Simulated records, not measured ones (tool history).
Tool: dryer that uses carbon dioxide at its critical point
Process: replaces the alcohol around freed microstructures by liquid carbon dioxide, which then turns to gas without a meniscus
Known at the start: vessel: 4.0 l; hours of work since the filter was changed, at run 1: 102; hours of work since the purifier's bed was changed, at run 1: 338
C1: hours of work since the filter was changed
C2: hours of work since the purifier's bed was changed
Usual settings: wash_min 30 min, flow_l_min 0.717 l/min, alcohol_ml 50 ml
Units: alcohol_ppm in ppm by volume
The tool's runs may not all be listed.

run 1 hour=0 | wash_min=30 flow_l_min=0.717 alcohol_ml=50 | C1=102 C2=338 | alcohol_ppm=229
run 2 hour=18.2 | wash_min=30 flow_l_min=1.032 alcohol_ml=50 | C1=108 C2=345 | alcohol_ppm=132
run 3 hour=45.1 | wash_min=30 flow_l_min=1.032 alcohol_ml=50 | C1=117 C2=354 | alcohol_ppm=128
run 4 hour=70.4 | wash_min=30 flow_l_min=1.032 alcohol_ml=50 | C1=126 C2=362 | alcohol_ppm=125
run 5 hour=87.3 | wash_min=30 flow_l_min=1.032 alcohol_ml=50 | C1=132 C2=368 | alcohol_ppm=129
run 6 hour=99.8 | wash_min=30 flow_l_min=1.032 alcohol_ml=50 | C1=136 C2=372 | alcohol_ppm=146
run 7 hour=126.6 | wash_min=32 flow_l_min=0.717 alcohol_ml=50 | C1=145 C2=381 | alcohol_ppm=214
run 8 hour=140.9 | wash_min=30 flow_l_min=0.717 alcohol_ml=96 | C1=150 C2=386 | alcohol_ppm=356
run 9 hour=166.3 | wash_min=30 flow_l_min=0.717 alcohol_ml=96 | C1=158 C2=395 | alcohol_ppm=354
run 10 hour=194.3 | wash_min=30 flow_l_min=0.717 alcohol_ml=96 | C1=168 C2=405 | alcohol_ppm=360
run 11 hour=217.2 | wash_min=30 flow_l_min=0.717 alcohol_ml=50 | C1=176 C2=412 | alcohol_ppm=250
run 12 hour=240.1 | wash_min=22 flow_l_min=0.717 alcohol_ml=50 | C1=184 C2=420 | alcohol_ppm=554
run 13 hour=268.8 | wash_min=22 flow_l_min=0.717 alcohol_ml=50 | C1=193 C2=430 | alcohol_ppm=579
run 14 hour=287.3 | wash_min=30 flow_l_min=0.717 alcohol_ml=50 | C1=200 C2=436 | alcohol_ppm=268
run 15 hour=302.7 | wash_min=30 flow_l_min=0.717 alcohol_ml=89 | C1=205 C2=441 | alcohol_ppm=366
run 16 hour=323.6 | wash_min=30 flow_l_min=0.717 alcohol_ml=45 | C1=212 C2=449 | alcohol_ppm=250
run 17 hour=336.6 | wash_min=20 flow_l_min=0.79 alcohol_ml=50 | C1=216 C2=453 | alcohol_ppm=583
run 18 hour=361 | wash_min=26 flow_l_min=0.881 alcohol_ml=107 | C1=225 C2=461 | alcohol_ppm=364
run 19 hour=387.8 | wash_min=21 flow_l_min=0.826 alcohol_ml=50 | C1=234 C2=470 | alcohol_ppm=480
run 20 hour=406.4 | wash_min=30 flow_l_min=0.717 alcohol_ml=41 | C1=240 C2=477 | alcohol_ppm=261
run 21 hour=424 | wash_min=30 flow_l_min=0.717 alcohol_ml=41 | C1=246 C2=483 | alcohol_ppm=267
run 22 hour=443.8 | wash_min=33 flow_l_min=0.967 alcohol_ml=50 | C1=253 C2=490 | alcohol_ppm=169
run 23 hour=460.2 | wash_min=33 flow_l_min=0.967 alcohol_ml=50 | C1=259 C2=495 | alcohol_ppm=179
run 24 hour=485.8 | wash_min=27 flow_l_min=1.048 alcohol_ml=41 | C1=267 C2=504 | alcohol_ppm=184
run 25 hour=507.8 | wash_min=27 flow_l_min=0.968 alcohol_ml=25 | C1=275 C2=511 | alcohol_ppm=177
run 26 hour=532.5 | wash_min=27 flow_l_min=0.968 alcohol_ml=25 | C1=283 C2=520 | alcohol_ppm=189
run 27 hour=548 | wash_min=27 flow_l_min=0.968 alcohol_ml=25 | C1=289 C2=525 | alcohol_ppm=196
run 28 hour=562.7 | wash_min=30 flow_l_min=0.717 alcohol_ml=103 | C1=294 C2=530 | alcohol_ppm=466
run 29 hour=590.8 | wash_min=33 flow_l_min=0.774 alcohol_ml=103 | C1=303 C2=540 | alcohol_ppm=307

Forecast each of these 4 alternatives for the next run:
run A hour=616.5 | wash_min=38 flow_l_min=0.794 alcohol_ml=61 | C1=312 C2=548 | alcohol_ppm=?
run B hour=616.5 | wash_min=31 flow_l_min=0.976 alcohol_ml=30 | C1=312 C2=548 | alcohol_ppm=?
run C hour=616.5 | wash_min=30 flow_l_min=0.722 alcohol_ml=80 | C1=312 C2=548 | alcohol_ppm=?
run D hour=616.5 | wash_min=33 flow_l_min=0.774 alcohol_ml=32 | C1=312 C2=548 | alcohol_ppm=?

run=A alcohol_ppm=197
run=B alcohol_ppm=194
run=C alcohol_ppm=396
run=D alcohol_ppm=197
Without the tool's hidden state the same runs would have given:
run=A alcohol_ppm=22
run=B alcohol_ppm=20
run=C alcohol_ppm=165
run=D alcohol_ppm=22
